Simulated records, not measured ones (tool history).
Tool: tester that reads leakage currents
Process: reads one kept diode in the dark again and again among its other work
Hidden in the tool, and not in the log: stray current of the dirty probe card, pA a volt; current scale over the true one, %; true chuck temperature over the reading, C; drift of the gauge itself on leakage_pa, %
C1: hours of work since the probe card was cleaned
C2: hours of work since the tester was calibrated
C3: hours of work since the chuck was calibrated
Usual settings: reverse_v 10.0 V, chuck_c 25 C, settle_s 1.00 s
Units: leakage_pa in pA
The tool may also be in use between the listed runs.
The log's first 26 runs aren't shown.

Run 27, hour 1050.6: usual settings but reverse_v 1.0 V, chuck_c 20 C, settle_s 1.76 s; C1 933; C2 933; C3 642. Result: leakage_pa 3.49 pA.
Run 28, hour 1105.1: usual settings but reverse_v 6.3 V, settle_s 8.31 s; C1 975; C2 975; C3 685. Result: leakage_pa 12.72 pA.
Run 29, hour 1133.8: usual settings but reverse_v 11.1 V, chuck_c 22 C, settle_s 8.31 s; C1 997; C2 997; C3 707. Result: leakage_pa 17.01 pA.
Run 30, hour 1167.6: usual settings but reverse_v 1.3 V, chuck_c 36 C, settle_s 7.81 s; C1 1023; C2 1023; C3 733. Result: leakage_pa 11.10 pA.
Run 31, hour 1218.1: usual settings but reverse_v 1.3 V, chuck_c 36 C, settle_s 7.74 s; C1 1062; C2 1062; C3 772. Result: leakage_pa 11.17 pA.
Run 32, hour 1253.5: usual settings but reverse_v 10.2 V, settle_s 4.58 s; C1 1090; C2 1090; C3 800. Result: leakage_pa 18.74 pA.
Run 33, hour 1295.8: usual settings but reverse_v 10.2 V, settle_s 4.58 s; C1 1123; C2 1123; C3 833. Result: leakage_pa 19.27 pA.
Run 34, hour 1323.5: usual settings but reverse_v 10.2 V, settle_s 4.58 s; C1 1144; C2 1144; C3 854. Result: leakage_pa 19.42 pA.
Run 35, hour 1350.2: usual settings but reverse_v 10.2 V, settle_s 4.58 s; C1 1165; C2 1165; C3 875. Result: leakage_pa 19.58 pA.
Run 36, hour 1390.9: usual settings but reverse_v 10.2 V, chuck_c 32 C, settle_s 5.60 s; C1 1197; C2 1197; C3 906. Result: leakage_pa 25.79 pA.
Run 37, hour 1422.8: usual settings but reverse_v 10.2 V, chuck_c 32 C, settle_s 5.60 s; C1 1221; C2 1221; C3 931. Result: leakage_pa 25.99 pA.

Forecast each of these 5 alternatives for the next run:
Run A, hour 1458.8: usual settings but reverse_v 6.7 V, chuck_c 32 C, settle_s 5.60 s; C1 1249; C2 1249; C3 959. Result: leakage_pa ?.
Run B, hour 1458.8: usual settings but settle_s 6.38 s; C1 1249; C2 1249; C3 959. Result: leakage_pa ?.
Run C, hour 1458.8: usual settings but reverse_v 1.6 V, chuck_c 45 C, settle_s 8.08 s; C1 1249; C2 1249; C3 959. Result: leakage_pa ?.
Run D, hour 1458.8: usual settings but reverse_v 5.8 V, chuck_c 29 C, settle_s 4.13 s; C1 1249; C2 1249; C3 959. Result: leakage_pa ?.
Run E, hour 1458.8: usual settings but reverse_v 6.3 V, chuck_c 32 C, settle_s 2.31 s; C1 1249; C2 1249; C3 959. Result: leakage_pa ?.

run  leakage_pa
  A       20.16
  B       19.74
  C       22.05
  D       16.21
  E       19.88
Without the tool's hidden state the same runs would have given:
run  leakage_pa
  A       13.74
  B        9.27
  C       21.91
  D       10.55
  E       13.89

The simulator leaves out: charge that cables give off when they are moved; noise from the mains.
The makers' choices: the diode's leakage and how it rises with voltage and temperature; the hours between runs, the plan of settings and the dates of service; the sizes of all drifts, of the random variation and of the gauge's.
